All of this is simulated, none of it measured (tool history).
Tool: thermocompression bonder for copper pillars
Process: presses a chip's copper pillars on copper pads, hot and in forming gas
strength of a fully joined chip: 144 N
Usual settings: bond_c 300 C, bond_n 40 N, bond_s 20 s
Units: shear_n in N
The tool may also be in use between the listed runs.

| run | hour | bond_c | bond_n | bond_s | shear_n |
|---|---|---|---|---|---|
| 1 | 0 | 300 | 40 | 20 | 76.1 |
| 2 | 14.3 | 300 | 40 | 20 | 75.9 |
| 3 | 26.2 | 300 | 40 | 20 | 75.5 |
| 4 | 42.5 | 300 | 40 | 55 | 99.8 |
| 5 | 53.7 | 300 | 40 | 20 | 75.1 |
| 6 | 68.7 | 300 | 40 | 20 | 74.5 |
| 7 | 80.2 | 300 | 40 | 20 | 74.5 |
| 8 | 87.6 | 300 | 40 | 20 | 74.5 |
| 9 | 102.9 | 300 | 24 | 20 | 44.2 |
| 10 | 112.8 | 300 | 24 | 20 | 44.5 |
| 11 | 124.2 | 300 | 40 | 24 | 79.5 |
| 12 | 139 | 300 | 40 | 24 | 79.5 |
|  | 143.3 | forming gas filter changed |
| 13 | 148.6 | 300 | 40 | 20 | 76.9 |
| 14 | 160.9 | 300 | 40 | 20 | 78 |
| 15 | 171.5 | 300 | 40 | 20 | 77.9 |
| 16 | 183.4 | 300 | 40 | 20 | 76.3 |
|  | 186.7 | force cell calibrated |
| 17 | 196.7 | 300 | 40 | 20 | 82.7 |
| 18 | 208.6 | 300 | 40 | 31 | 94 |
| 19 | 223.7 | 296 | 24 | 21 | 48.9 |
| 20 | 232.2 | 306 | 59 | 16 | 106.7 |
| 21 | 247.6 | 296 | 31 | 20 | 62.3 |
| 22 | 256.9 | 296 | 31 | 20 | 62.2 |
| 23 | 265.9 | 310 | 38 | 28 | 93.3 |
| 24 | 274.6 | 310 | 38 | 28 | 93 |
| 25 | 289.6 | 314 | 57 | 30 | 123.4 |
| 26 | 297.9 | 290 | 25 | 29 | 54.7 |
| 27 | 305.9 | 290 | 25 | 29 | 53.6 |
| 28 | 314 | 304 | 31 | 12 | 55.2 |
| 29 | 321.6 | 283 | 40 | 18 | 67.5 |
| 30 | 334.9 | 303 | 34 | 20 | 72.6 |
| 31 | 348.8 | 303 | 34 | 20 | 72.6 |
| 32 | 359.2 | 300 | 33 | 22 | 71.1 |
| 33 | 366.5 | 300 | 33 | 22 | 69.9 |

The same runs without the tool's hidden state, with the same run-to-run variation:
The hidden state here: true temperature of the bond over the reading, C; force that reaches the chip, % of what is set; oxide that the forming gas leaves, % of the face; drift of the gauge itself on shear_n, %.
| run | shear_n |
|---|---|
| 1 | 83.1 |
| 2 | 82.9 |
| 3 | 82.6 |
| 4 | 107.6 |
| 5 | 82.3 |
| 6 | 81.8 |
| 7 | 81.9 |
| 8 | 82 |
| 9 | 49.4 |
| 10 | 49.8 |
| 11 | 87.5 |
| 12 | 87.6 |
| 13 | 81.9 |
| 14 | 83.1 |
| 15 | 83 |
| 16 | 81.4 |
| 17 | 82.6 |
| 18 | 94.1 |
| 19 | 48.9 |
| 20 | 107 |
| 21 | 62.4 |
| 22 | 62.3 |
| 23 | 93.8 |
| 24 | 93.6 |
| 25 | 124.4 |
| 26 | 54.9 |
| 27 | 53.9 |
| 28 | 55.6 |
| 29 | 68 |
| 30 | 73.2 |
| 31 | 73.3 |
| 32 | 71.8 |
| 33 | 70.7 |
